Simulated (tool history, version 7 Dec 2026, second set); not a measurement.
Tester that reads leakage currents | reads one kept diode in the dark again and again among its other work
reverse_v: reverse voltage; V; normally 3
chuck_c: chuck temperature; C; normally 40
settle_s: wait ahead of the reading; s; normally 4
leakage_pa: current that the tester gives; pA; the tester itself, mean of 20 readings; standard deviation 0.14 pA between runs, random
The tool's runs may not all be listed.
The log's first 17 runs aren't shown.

| run | hour | reverse_v | chuck_c | settle_s | leakage_pa |
|---|---|---|---|---|---|
| 18 | 2959.9 | 3 | 41 | 4 | 46.69 |
| 19 | 3125.8 | 3 | 41 | 4 | 46.33 |
| 20 | 3234 | 3 | 40 | 5.03 | 42.44 |
|  | 3318.8 | probe card cleaned and baked |
|  | 3366.3 | chuck's temperature calibrated |
| 21 | 3437.6 | 7.02 | 36 | 0.37 | 42.82 |
| 22 | 3640.9 | 15 | 57 | 0.37 | 320.65 |
| 23 | 3777.5 | 15 | 57 | 0.37 | 319.35 |
| 24 | 3990.8 | 14.51 | 57 | 3.56 | 312.67 |
|  | 4103.4 | chuck's temperature calibrated |
| 25 | 4121.3 | 14.51 | 57 | 3.56 | 312.46 |
| 26 | 4313.3 | 18.62 | 37 | 3.56 | 64.64 |
| 27 | 4523.8 | 18.62 | 37 | 3.56 | 64.48 |
| 28 | 4657.3 | 6.76 | 58 | 2.26 | 256.87 |
| 29 | 4791 | 6.76 | 58 | 2.26 | 255.25 |
|  | 4847.7 | chuck's temperature calibrated |
| 30 | 4970 | 17.98 | 38 | 3.74 | 69.75 |
| 31 | 5093.1 | 17.98 | 49 | 3.74 | 177.47 |
| 32 | 5229.3 | 17.98 | 49 | 3.74 | 177.56 |
|  | 5346.1 | probe card cleaned and baked |
| 33 | 5444.6 | 1.68 | 22 | 4.47 | 6.61 |
|  | 5593.5 | chuck's temperature calibrated |
| 34 | 5688.4 | 1.68 | 22 | 4.47 | 6.53 |
| 35 | 5866.1 | 6.49 | 29 | 0.6 | 22.1 |
| 36 | 6100.1 | 12.04 | 40 | 0.49 | 73.7 |
| 37 | 6313.6 | 12.04 | 40 | 0.49 | 73.78 |
|  | 6332.8 | chuck's temperature calibrated |
| 38 | 6456.2 | 12.04 | 40 | 0.49 | 73.84 |
| 39 | 6665.4 | 12.04 | 40 | 0.49 | 73.96 |
| 40 | 6790.2 | 16.1 | 40 | 9.75 | 79.2 |

Branching from run 40: 3 alternative next runs. What would each branch give?
| A | 7028.2 | 3.98 | 32 | 5.31 | ? |
| B | 7028.2 | 16.1 | 26 | 3.7 | ? |
| C | 7028.2 | 2.16 | 32 | 6.33 | ? |

| run | leakage_pa |
|---|---|
| A | 23.29 |
| B | 22.68 |
| C | 18.38 |
Had the tool no hidden state, the same runs would have come out as:
| run | leakage_pa |
|---|---|
| A | 23.25 |
| B | 22.56 |
| C | 18.36 |
